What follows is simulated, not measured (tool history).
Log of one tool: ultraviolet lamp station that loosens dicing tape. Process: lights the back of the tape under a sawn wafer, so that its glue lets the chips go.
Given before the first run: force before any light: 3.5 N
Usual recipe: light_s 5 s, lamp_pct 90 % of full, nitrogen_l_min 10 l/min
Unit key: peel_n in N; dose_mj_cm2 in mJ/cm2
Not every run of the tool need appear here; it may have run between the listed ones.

run	hour	light_s	lamp_pct	nitrogen_l_min	peel_n	dose_mj_cm2
1	0	5	90	10	0.253	389
2	26.2	5	90	10	0.241	389
3	75.1	5	90	10	0.248	385
4	127.4	5	90	12	0.233	380
5	162.1	5	90	12	0.238	379
6	203.2	5	90	12	0.253	377
7	239.6	5	90	12	0.251	372
8	277.7	3	90	10	0.583	221
9	332.5	3	90	10	0.606	220
10	385.6	3	90	10	0.624	219
11	422.4	5	96	8	0.267	383
12	476.2	6	96	4	0.295	452
# hour 512.3: window cleaned of glue's vapour
13	529.5	2	96	5	1.148	165
14	566.1	2	96	5	1.166	169
15	623	2	84	6	1.285	139
16	665.8	2	84	6	1.233	139
17	692.8	9	94	8	0.174	707
18	738.2	9	94	8	0.171	695

Here are 5 independent what-if runs from the current tool condition. What would each one return?
A	788.3	5	94	6	?	?
B	788.3	5	66	5	?	?
C	788.3	5	90	13	?	?
D	788.3	3	90	10	?	?
E	788.3	7	75	10	?	?

run	peel_n	dose_mj_cm2
A	0.315	384
B	0.614	269
C	0.245	367
D	0.609	220
E	0.217	424
What these runs would have given with no unlogged condition in the tool:
run	peel_n	dose_mj_cm2
A	0.263	434
B	0.511	304
C	0.211	415
D	0.505	248
E	0.191	480

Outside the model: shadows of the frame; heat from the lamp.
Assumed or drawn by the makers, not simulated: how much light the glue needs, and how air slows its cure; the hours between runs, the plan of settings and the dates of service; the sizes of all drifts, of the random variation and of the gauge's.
